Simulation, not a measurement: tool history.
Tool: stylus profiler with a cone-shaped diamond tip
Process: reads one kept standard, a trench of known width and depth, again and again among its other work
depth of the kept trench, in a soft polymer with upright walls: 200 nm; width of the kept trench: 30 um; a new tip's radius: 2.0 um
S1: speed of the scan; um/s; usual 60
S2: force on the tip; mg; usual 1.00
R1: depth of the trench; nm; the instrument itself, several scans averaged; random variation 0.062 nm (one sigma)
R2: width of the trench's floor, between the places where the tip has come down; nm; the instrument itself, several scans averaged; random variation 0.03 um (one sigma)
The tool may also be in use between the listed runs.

run	hour	S1	S2	R1	R2
1	0.0	60	1.00	201.19	27600
2	35.1	29	1.00	201.12	27940
3	65.6	29	1.00	201.16	27900
4	101.2	29	1.00	201.06	27920
5	133.9	166	1.00	201.01	26570
6	154.0	60	1.00	201.11	27590
7	178.2	60	1.19	201.35	27690
8	216.1	60	1.19	201.45	27650
9	251.1	27	2.91	202.89	27960
10	278.0	27	2.91	202.80	28030
11	303.4	59	1.68	201.78	27730
12	340.3	16	0.63	200.64	27930
13	376.2	42	1.00	201.05	27760

Forecast each of these 5 alternatives for the next run:
A	406.3	199	2.28	?	?
B	406.3	120	0.44	?	?
C	406.3	15	0.38	?	?
D	406.3	28	1.81	?	?
E	406.3	144	0.79	?	?

run	R1	R2
A	202.25	26910
B	200.26	26350
C	200.07	27900
D	201.86	27940
E	200.68	26560
Without the tool's hidden state the same runs would have given:
run	R1	R2
A	202.99	27010
B	201.00	26450
C	200.80	28000
D	202.60	28040
E	201.42	26660

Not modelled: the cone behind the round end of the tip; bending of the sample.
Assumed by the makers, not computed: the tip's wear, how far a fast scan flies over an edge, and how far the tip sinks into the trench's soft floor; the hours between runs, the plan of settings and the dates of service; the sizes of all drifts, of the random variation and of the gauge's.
